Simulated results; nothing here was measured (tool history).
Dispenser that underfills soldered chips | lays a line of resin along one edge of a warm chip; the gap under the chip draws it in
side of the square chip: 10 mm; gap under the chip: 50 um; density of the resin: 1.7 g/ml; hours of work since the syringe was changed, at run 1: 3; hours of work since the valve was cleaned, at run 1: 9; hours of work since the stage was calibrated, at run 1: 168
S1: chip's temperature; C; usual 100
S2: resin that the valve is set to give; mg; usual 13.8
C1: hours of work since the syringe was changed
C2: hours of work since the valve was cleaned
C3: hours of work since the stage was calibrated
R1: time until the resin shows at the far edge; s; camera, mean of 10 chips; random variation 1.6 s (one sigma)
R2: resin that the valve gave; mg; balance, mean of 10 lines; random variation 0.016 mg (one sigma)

run,day,S1,S2,C1,C2,C3,R1,R2
1,0,100,13.8,3,9,168,183.4,13.77
# day 0.242: new syringe of resin
2,0.417,100,14.9,3,16,174,185.2,14.82
# day 0.671: new syringe of resin
3,0.733,100,14.9,1,21,180,165.5,14.78
# day 1.067: new syringe of resin
4,1.108,96,13.8,1,28,186,190.1,13.66
# day 1.479: new syringe of resin
5,1.496,96,13.8,0,34,192,191,13.62
6,1.775,96,13.8,5,39,197,249.5,13.61
# day 1.875: new syringe of resin
# day 1.962: dispensing valve cleaned and set on the balance
7,2.15,96,13.8,4,3,203,227.1,13.84
# day 2.325: new syringe of resin
8,2.679,96,13.8,6,12,211,258.5,13.79
# day 2.725: new syringe of resin
9,3.008,96,13.8,5,17,217,246.5,13.76
# day 3.146: new syringe of resin
10,3.392,96,13.8,4,24,223,236,13.72
# day 3.538: new syringe of resin
11,3.729,97,13.8,3,29,229,219.4,13.67
# day 3.967: new syringe of resin
12,4.188,97,13.8,4,37,236,224.1,13.62
# day 4.383: new syringe of resin
# day 4.488: dispensing valve cleaned and set on the balance
13,4.725,97,13.8,5,4,245,235.2,13.74
# day 4.821: new syringe of resin
14,5.079,97,13.8,4,10,250,226.4,13.72
# day 5.217: new syringe of resin
15,5.388,97,13.8,3,15,256,212.9,13.65
# day 5.612: new syringe of resin
16,5.879,97,13.8,5,23,264,227.9,13.69
# day 6.021: new syringe of resin
17,6.362,97,13.8,6,31,272,245.1,13.61
# day 6.417: new syringe of resin
18,6.704,97,13.8,5,37,277,239.9,13.56
# day 6.829: new syringe of resin
# day 6.996: dispensing valve cleaned and set on the balance
19,6.996,101,16,2,0,281,172.6,16
20,7.208,101,16,6,4,285,210.4,15.99
# day 7.296: new syringe of resin
21,7.675,86,11.9,6,11,293,423.5,11.86
# day 7.725: new syringe of resin
22,8.029,100,14.3,5,17,299,204.9,14.2
# day 8.117: new syringe of resin
23,8.321,100,14.3,3,22,304,189.4,14.19
# day 8.533: new syringe of resin
24,8.638,113,16.1,2,27,309,105.8,15.96
25,8.888,94,12.2,6,32,313,290.4,12.04
# day 8.929: new syringe of resin
26,9.283,104,16.3,6,38,320,191.5,16.08
# day 9.342: new syringe of resin
# day 9.525: dispensing valve cleaned and set on the balance
# day 9.792: new syringe of resin
27,9.792,104,13.1,0,4,327,135.3,13.1
28,10.075,104,15.2,5,9,332,181.3,15.16
# day 10.183: new syringe of resin
29,10.488,85,15.9,5,16,339,391.8,15.8
# day 10.604: new syringe of resin
# day 11.012: new syringe of resin
30,11.012,85,15.9,0,25,347,297.8,15.72
# day 11.412: new syringe of resin
31,11.492,102,16.3,1,33,355,154.5,16.1
32,11.762,91,15.3,6,37,360,312,15.11
# day 11.812: new syringe of resin
# day 12.046: dispensing valve cleaned and set on the balance
33,12.079,99,11.8,4,1,365,209.6,11.76
# day 12.279: new syringe of resin
34,12.583,108,16.1,5,9,373,161.1,16.02

Some steps in R1 between neighbouring runs. How much of each would the tool show without its hidden state too (settings, what came in, random variation), and how much is left for the hidden state, with any gauge scatter that isn't in both results?
The hidden state here: resin's viscosity, % of fresh resin's; dose that the valve gives, % of what is set; true chip temperature over the reading, C; drift of the gauge itself on fill_s, %; drift of the gauge itself on given_mg, %.
Run 20 -> 21: S1 101 -> 86, S2 16 -> 11.9, new syringe of resin. R1 +213.1 s: hidden state +75.8, all else +137.3.
Run 21 -> 22: S1 86 -> 100, S2 11.9 -> 14.3, new syringe of resin. R1 -218.6 s: hidden state -84.9, all else -133.7.
Run 28 -> 29: S1 104 -> 85, S2 15.2 -> 15.9, new syringe of resin. R1 +210.5 s: hidden state +64.7, all else +145.8.
Run 29 -> 30: new syringe of resin, new syringe of resin. R1 -94 s: hidden state -96.6, all else +2.6.
Run 31 -> 32: S1 102 -> 91, S2 16.3 -> 15.3. R1 +157.5 s: hidden state +80.3, all else +77.2.
